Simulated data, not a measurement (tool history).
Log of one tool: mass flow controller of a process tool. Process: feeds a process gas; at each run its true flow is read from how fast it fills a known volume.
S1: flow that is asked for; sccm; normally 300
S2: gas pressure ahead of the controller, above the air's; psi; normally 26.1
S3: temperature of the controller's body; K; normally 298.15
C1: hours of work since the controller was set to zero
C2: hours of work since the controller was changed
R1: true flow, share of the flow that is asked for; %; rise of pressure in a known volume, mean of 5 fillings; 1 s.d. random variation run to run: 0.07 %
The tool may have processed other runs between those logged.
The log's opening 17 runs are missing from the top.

Run 18, hour 5401: usual settings but S2 25.4 psi; C1 1208; C2 8047. Result: R1 97.67 %.
Run 19, hour 5685.1: usual settings but S1 191 sccm, S2 21 psi; C1 1387; C2 8226. Result: R1 97.74 %.
Run 20, hour 5940.3: usual settings but S1 191 sccm, S2 21 psi; C1 1547; C2 8386. Result: R1 97.92 %.
Run 21, hour 6298.7: usual settings but S1 262 sccm, S2 21 psi, S3 301.15 K; C1 1772; C2 8611. Result: R1 98.07 %.
Run 22, hour 6595.7: usual settings but S1 183 sccm, S2 21 psi, S3 301.15 K; C1 1959; C2 8798. Result: R1 98.25 %.
Run 23, hour 6918.3: usual settings but S1 183 sccm, S2 21 psi, S3 304.15 K; C1 2162; C2 9001. Result: R1 98.58 %.
Run 24, hour 7120.3: usual settings but S1 68 sccm, S2 30.9 psi; C1 2289; C2 9128. Result: R1 99.47 %.
Run 25, hour 7491.8: usual settings but S1 146 sccm, S2 33.2 psi, S3 304.15 K; C1 2522; C2 9361. Result: R1 98.31 %.
Run 26, hour 7824.6: usual settings but S1 83 sccm, S2 31.5 psi, S3 304.15 K; C1 2731; C2 9570. Result: R1 99.83 %.
Run 27, hour 8185.2: usual settings but S1 73 sccm; C1 2958; C2 9797. Result: R1 100.42 %.
Run 28, hour 8361.8: usual settings but S3 299.15 K; C1 3069; C2 9908. Result: R1 97.98 %.
Run 29, hour 8717.2: usual settings but S3 299.15 K; C1 3292; C2 10131. Result: R1 98.02 %.
Run 30, hour 9017.6: usual settings but S1 248 sccm, S2 24.9 psi, S3 303.15 K; C1 3481; C2 10320. Result: R1 98.35 %.
Run 31, hour 9361.4: usual settings but S1 393 sccm, S2 21.6 psi, S3 301.15 K; C1 3697; C2 10536. Result: R1 98.52 %.
Run 32, hour 9634.5: usual settings but S2 33.2 psi; C1 3869; C2 10708. Result: R1 97.76 %.
Run 33, hour 9941.5: usual settings but S2 21.8 psi; C1 4062; C2 10901. Result: R1 98.14 %.
Run 34, hour 10251.1: usual settings but S1 93 sccm, S2 21.3 psi, S3 296.15 K; C1 4256; C2 11095. Result: R1 100.66 %.

Here are 4 independent what-if runs from the current tool condition. What would each one return?
Run A, hour 10558: usual settings but S1 101 sccm, S2 25.1 psi; C1 4449; C2 11288. Result: R1 ?.
Run B, hour 10558: usual settings but S1 355 sccm; C1 4449; C2 11288. Result: R1 ?.
Run C, hour 10558: usual settings but S1 374 sccm, S2 21.3 psi, S3 296.15 K; C1 4449; C2 11288. Result: R1 ?.
Run D, hour 10558: usual settings but S1 119 sccm, S2 21.6 psi, S3 293.15 K; C1 4449; C2 11288. Result: R1 ?.

run      R1
  A  100.47
  B      98
  C   98.07
  D   99.62
Stripped of hidden state, with their random variation kept, the same runs would have yielded:
run     R1
  A  98.62
  B  99.58
  C  99.71
  D  98.49
